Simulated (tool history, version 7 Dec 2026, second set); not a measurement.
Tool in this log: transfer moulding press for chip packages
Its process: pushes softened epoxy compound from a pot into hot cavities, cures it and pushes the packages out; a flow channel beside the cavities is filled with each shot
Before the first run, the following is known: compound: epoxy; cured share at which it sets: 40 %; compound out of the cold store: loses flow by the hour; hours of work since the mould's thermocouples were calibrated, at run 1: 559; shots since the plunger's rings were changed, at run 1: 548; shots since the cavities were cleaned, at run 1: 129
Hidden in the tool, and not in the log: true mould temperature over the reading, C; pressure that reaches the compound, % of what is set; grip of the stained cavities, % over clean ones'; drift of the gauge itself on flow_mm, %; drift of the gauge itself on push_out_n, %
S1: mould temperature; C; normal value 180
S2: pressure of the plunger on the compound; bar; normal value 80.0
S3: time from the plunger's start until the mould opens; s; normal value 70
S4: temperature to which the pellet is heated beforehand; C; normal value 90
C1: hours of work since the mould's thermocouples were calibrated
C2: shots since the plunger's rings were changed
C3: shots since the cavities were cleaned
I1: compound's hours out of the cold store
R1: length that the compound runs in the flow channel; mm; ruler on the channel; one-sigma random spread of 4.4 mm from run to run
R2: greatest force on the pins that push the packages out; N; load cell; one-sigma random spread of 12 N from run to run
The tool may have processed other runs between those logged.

run 1 hour=0.0 | S1=180 S2=80.0 S3=70 S4=90 | C1=559 C2=548 C3=129 | I1=16.1 | R1=709 R2=565
-- hour=30.5 cavities cleaned with cleaning compound and waxed
-- hour=66.8 mould's thermocouples calibrated
-- hour=68.3 cavities cleaned with cleaning compound and waxed
run 2 hour=68.3 | S1=180 S2=80.0 S3=70 S4=90 | C1=0 C2=1601 C3=0 | I1=18.7 | R1=718 R2=573
-- hour=105.3 cavities cleaned with cleaning compound and waxed
run 3 hour=122.3 | S1=180 S2=80.0 S3=70 S4=90 | C1=38 C2=2475 C3=283 | I1=42.0 | R1=656 R2=536
-- hour=142.9 cavities cleaned with cleaning compound and waxed
run 4 hour=154.5 | S1=177 S2=80.0 S3=70 S4=90 | C1=61 C2=2985 C3=192 | I1=31.0 | R1=682 R2=675
-- hour=179.2 cavities cleaned with cleaning compound and waxed
run 5 hour=186.1 | S1=180 S2=74.5 S3=70 S4=90 | C1=83 C2=3487 C3=116 | I1=39.0 | R1=642 R2=526
-- hour=215.8 cavities cleaned with cleaning compound and waxed
-- hour=239.4 plunger's sealing rings changed
run 6 hour=239.8 | S1=180 S2=74.5 S3=70 S4=90 | C1=119 C2=7 C3=358 | I1=13.8 | R1=697 R2=570
-- hour=255.8 cavities cleaned with cleaning compound and waxed
-- hour=291.5 cavities cleaned with cleaning compound and waxed
run 7 hour=312.6 | S1=180 S2=74.5 S3=70 S4=90 | C1=170 C2=1168 C3=350 | I1=30.8 | R1=658 R2=554
-- hour=330.6 cavities cleaned with cleaning compound and waxed
-- hour=369.5 cavities cleaned with cleaning compound and waxed
run 8 hour=378.2 | S1=180 S2=74.5 S3=70 S4=90 | C1=215 C2=2210 C3=145 | I1=32.1 | R1=659 R2=547
-- hour=408.0 cavities cleaned with cleaning compound and waxed
run 9 hour=422.3 | S1=180 S2=74.5 S3=70 S4=90 | C1=247 C2=2920 C3=238 | I1=21.8 | R1=682 R2=561
-- hour=443.4 cavities cleaned with cleaning compound and waxed
run 10 hour=465.9 | S1=180 S2=80.0 S3=70 S4=92 | C1=277 C2=3620 C3=375 | I1=25.8 | R1=699 R2=536
-- hour=481.3 cavities cleaned with cleaning compound and waxed
-- hour=512.0 plunger's sealing rings changed
run 11 hour=516.8 | S1=180 S2=80.0 S3=70 S4=92 | C1=311 C2=80 C3=549 | I1=47.0 | R1=647 R2=541
-- hour=522.4 cavities cleaned with cleaning compound and waxed
-- hour=560.4 cavities cleaned with cleaning compound and waxed
run 12 hour=584.3 | S1=180 S2=80.0 S3=70 S4=92 | C1=358 C2=1152 C3=397 | I1=25.5 | R1=693 R2=533
-- hour=597.3 cavities cleaned with cleaning compound and waxed
-- hour=637.9 cavities cleaned with cleaning compound and waxed
run 13 hour=653.6 | S1=180 S2=80.0 S3=70 S4=92 | C1=407 C2=2257 C3=261 | I1=24.4 | R1=697 R2=557
-- hour=675.3 cavities cleaned with cleaning compound and waxed
-- hour=710.9 cavities cleaned with cleaning compound and waxed
run 14 hour=725.0 | S1=180 S2=80.0 S3=70 S4=92 | C1=457 C2=3395 C3=235 | I1=35.2 | R1=670 R2=539
-- hour=746.9 cavities cleaned with cleaning compound and waxed
run 15 hour=771.7 | S1=186 S2=66.4 S3=51 S4=90 | C1=490 C2=4148 C3=414 | I1=39.4 | R1=593 R2=906
-- hour=783.1 plunger's sealing rings changed
-- hour=784.6 cavities cleaned with cleaning compound and waxed
-- hour=821.8 cavities cleaned with cleaning compound and waxed
run 16 hour=821.8 | S1=180 S2=93.5 S3=70 S4=90 | C1=522 C2=595 C3=0 | I1=12.1 | R1=784 R2=592
-- hour=863.0 cavities cleaned with cleaning compound and waxed
run 17 hour=889.6 | S1=180 S2=93.5 S3=70 S4=90 | C1=570 C2=1697 C3=442 | I1=19.9 | R1=776 R2=566
-- hour=901.9 cavities cleaned with cleaning compound and waxed
-- hour=941.3 mould's thermocouples calibrated
-- hour=942.8 cavities cleaned with cleaning compound and waxed
run 18 hour=963.0 | S1=180 S2=93.5 S3=70 S4=90 | C1=15 C2=2836 C3=335 | I1=47.4 | R1=700 R2=540
-- hour=979.2 cavities cleaned with cleaning compound and waxed
-- hour=1020.6 cavities cleaned with cleaning compound and waxed
run 19 hour=1033.9 | S1=180 S2=63.2 S3=77 S4=94 | C1=64 C2=3967 C3=221 | I1=47.7 | R1=572 R2=412
-- hour=1055.1 plunger's sealing rings changed
-- hour=1059.8 cavities cleaned with cleaning compound and waxed
run 20 hour=1088.3 | S1=180 S2=63.2 S3=77 S4=94 | C1=101 C2=529 C3=476 | I1=47.4 | R1=581 R2=431
-- hour=1097.8 cavities cleaned with cleaning compound and waxed
-- hour=1136.3 cavities cleaned with cleaning compound and waxed
run 21 hour=1144.9 | S1=180 S2=63.2 S3=77 S4=94 | C1=140 C2=1419 C3=142 | I1=14.0 | R1=644 R2=459
-- hour=1172.4 cavities cleaned with cleaning compound and waxed
run 22 hour=1199.8 | S1=185 S2=95.0 S3=77 S4=94 | C1=179 C2=2308 C3=455 | I1=47.5 | R1=695 R2=380
-- hour=1209.7 cavities cleaned with cleaning compound and waxed
-- hour=1246.3 cavities cleaned with cleaning compound and waxed
run 23 hour=1250.2 | S1=180 S2=71.8 S3=70 S4=90 | C1=214 C2=3098 C3=66 | I1=25.6 | R1=657 R2=534
-- hour=1283.5 cavities cleaned with cleaning compound and waxed
run 24 hour=1306.5 | S1=173 S2=80.0 S3=70 S4=90 | C1=254 C2=4010 C3=384 | I1=46.0 | R1=669 R2=882

4 options for the next run, each taken on its own from the tool as it stands now. Forecast them:
-- hour=1324.7 plunger's sealing rings changed
-- hour=1326.2 cavities cleaned with cleaning compound and waxed
-- hour=1364.1 cavities cleaned with cleaning compound and waxed
run A hour=1371.4 | S1=176 S2=80.0 S3=70 S4=90 | C1=297 C2=727 C3=121 | I1=42.8 | R1=? R2=?
-- hour=1324.7 plunger's sealing rings changed
-- hour=1326.2 cavities cleaned with cleaning compound and waxed
-- hour=1364.1 cavities cleaned with cleaning compound and waxed
run B hour=1371.4 | S1=175 S2=80.0 S3=72 S4=93 | C1=297 C2=727 C3=121 | I1=24.9 | R1=? R2=?
-- hour=1324.7 plunger's sealing rings changed
-- hour=1326.2 cavities cleaned with cleaning compound and waxed
-- hour=1364.1 cavities cleaned with cleaning compound and waxed
run C hour=1371.4 | S1=182 S2=80.0 S3=70 S4=90 | C1=297 C2=727 C3=121 | I1=18.6 | R1=? R2=?
-- hour=1324.7 plunger's sealing rings changed
-- hour=1326.2 cavities cleaned with cleaning compound and waxed
-- hour=1364.1 cavities cleaned with cleaning compound and waxed
run D hour=1371.4 | S1=180 S2=80.0 S3=70 S4=91 | C1=297 C2=727 C3=121 | I1=30.5 | R1=? R2=?

run=A R1=669 R2=691
run=B R1=705 R2=689
run=C R1=707 R2=473
run=D R1=685 R2=530
Had the tool no hidden state, the same runs would have come out as:
run=A R1=669 R2=689
run=B R1=705 R2=687
run=C R1=708 R2=471
run=D R1=685 R2=528
